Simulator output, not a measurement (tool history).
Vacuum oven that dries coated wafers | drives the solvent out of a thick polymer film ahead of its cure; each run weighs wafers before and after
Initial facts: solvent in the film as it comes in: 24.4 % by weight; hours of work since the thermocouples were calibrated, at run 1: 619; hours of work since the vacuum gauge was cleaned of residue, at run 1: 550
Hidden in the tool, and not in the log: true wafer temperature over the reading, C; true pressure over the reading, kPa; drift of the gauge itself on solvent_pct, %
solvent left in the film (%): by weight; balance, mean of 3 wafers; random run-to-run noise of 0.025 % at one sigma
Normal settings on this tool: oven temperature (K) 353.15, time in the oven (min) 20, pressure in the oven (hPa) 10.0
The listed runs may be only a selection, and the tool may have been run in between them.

run	day	oven temperature (K)	time in the oven (min)	pressure in the oven (hPa)	hours of work since the thermocouples were calibrated	hours of work since the vacuum gauge was cleaned of residue	solvent left in the film (%)
1	0.000	353.15	20	10.0	619	550	3.11
2	0.892	353.15	11	10.0	634	565	7.00
3	1.604	353.15	11	10.0	646	577	7.03
4	2.475	351.15	11	10.0	661	592	7.73
5	2.967	351.15	11	10.0	670	601	7.71
6	3.479	351.15	11	10.0	679	610	7.75
7	4.325	353.15	20	10.0	693	625	3.12
8	4.958	353.15	20	10.0	704	636	3.14
# day 5.442: oven's thermocouples calibrated
9	5.692	353.15	20	5.9	4	647	2.87
10	6.638	353.15	20	5.9	21	663	2.86
11	7.429	353.15	20	8.1	34	677	2.94
12	7.954	355.15	20	8.5	43	686	2.48
13	8.496	356.15	18	10.0	53	695	2.74
14	9.079	356.15	17	10.0	63	705	3.09
15	9.696	358.15	27	26.7	74	716	1.36
16	10.671	358.15	27	26.7	91	733	1.38
17	11.583	359.15	27	20.7	106	749	1.11
18	12.558	354.15	22	10.0	123	766	2.31
19	13.062	366.15	18	5.9	132	774	0.93
20	13.850	340.15	30	7.8	146	788	4.50

Each row is a separate what-if for the run after 20, all from the same tool condition, not one after another. Results?
A	14.662	351.15	17	36.0	160	802	?
B	14.662	350.15	29	22.7	160	802	?
C	14.662	353.15	13	10.0	160	802	?
D	14.662	353.15	12	10.0	160	802	?
E	14.662	344.15	27	7.8	160	802	?

run	solvent left in the film (%)
A	5.20
B	2.41
C	5.78
D	6.28
E	3.82
Without the tool's unlogged condition, the same runs would have read:
run	solvent left in the film (%)
A	5.03
B	2.24
C	5.62
D	6.12
E	3.61
